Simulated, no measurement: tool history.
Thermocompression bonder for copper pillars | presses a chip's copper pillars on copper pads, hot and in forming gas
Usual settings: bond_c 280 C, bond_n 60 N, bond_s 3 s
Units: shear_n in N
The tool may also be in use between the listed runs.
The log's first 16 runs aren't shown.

| run | hour | bond_c | bond_n | bond_s | hours of work since the heater was calibrated | hours of work since the force cell was calibrated | hours of work since the gas filter was changed | shear_n |
|---|---|---|---|---|---|---|---|---|
|  | 333.6 | forming gas filter changed |
| 17 | 348.1 | 280 | 60 | 3 | 439 | 210 | 8 | 84.7 |
| 18 | 361.1 | 280 | 54 | 3 | 446 | 217 | 15 | 79 |
| 19 | 379.2 | 280 | 54 | 3 | 456 | 227 | 24 | 79 |
| 20 | 401.7 | 280 | 60 | 3 | 468 | 239 | 37 | 84 |
| 21 | 420.9 | 276 | 56 | 6 | 478 | 249 | 47 | 93 |
| 22 | 439.7 | 284 | 37 | 5 | 489 | 259 | 57 | 70.8 |
| 23 | 453.6 | 264 | 61 | 9 | 496 | 267 | 64 | 96.3 |
| 24 | 470.7 | 269 | 73 | 3 | 505 | 276 | 73 | 87 |
| 25 | 492.4 | 280 | 60 | 5 | 517 | 287 | 85 | 93.6 |
| 26 | 514 | 306 | 60 | 3 | 528 | 299 | 97 | 98.6 |
| 27 | 535.4 | 306 | 60 | 3 | 540 | 311 | 108 | 98.3 |
|  | 545.4 | heater calibrated with a thermocouple chip |
| 28 | 549.9 | 263 | 47 | 4 | 2 | 317 | 115 | 58.3 |
| 29 | 567 | 291 | 73 | 4 | 12 | 326 | 124 | 99.3 |
| 30 | 585 | 291 | 67 | 4 | 21 | 336 | 134 | 94.8 |
| 31 | 600.4 | 291 | 44 | 3 | 29 | 344 | 142 | 67 |
| 32 | 627.9 | 291 | 44 | 3 | 44 | 359 | 157 | 66.9 |
| 33 | 641 | 290 | 36 | 2 | 51 | 366 | 164 | 48.1 |
| 34 | 656.8 | 269 | 69 | 2 | 60 | 375 | 172 | 66.4 |
| 35 | 675.5 | 269 | 69 | 2 | 70 | 385 | 182 | 66 |
|  | 685.6 | forming gas filter changed |
| 36 | 703.8 | 290 | 60 | 2 | 85 | 399 | 10 | 79.9 |
| 37 | 722.4 | 290 | 60 | 2 | 95 | 409 | 20 | 79 |
| 38 | 743.3 | 290 | 60 | 2 | 106 | 421 | 31 | 78.7 |
| 39 | 759.7 | 290 | 43 | 2 | 115 | 429 | 40 | 60.5 |

Forecast each of these 3 alternatives for the next run:
| A | 786.7 | 280 | 60 | 3 | 129 | 444 | 54 | ? |
| B | 786.7 | 290 | 45 | 2 | 129 | 444 | 54 | ? |
| C | 786.7 | 280 | 46 | 5 | 129 | 444 | 54 | ? |

| run | shear_n |
|---|---|
| A | 79.8 |
| B | 62.5 |
| C | 76.7 |
Without the tool's hidden state the same runs would have given:
| run | shear_n |
|---|---|
| A | 81.4 |
| B | 63.7 |
| C | 78.2 |

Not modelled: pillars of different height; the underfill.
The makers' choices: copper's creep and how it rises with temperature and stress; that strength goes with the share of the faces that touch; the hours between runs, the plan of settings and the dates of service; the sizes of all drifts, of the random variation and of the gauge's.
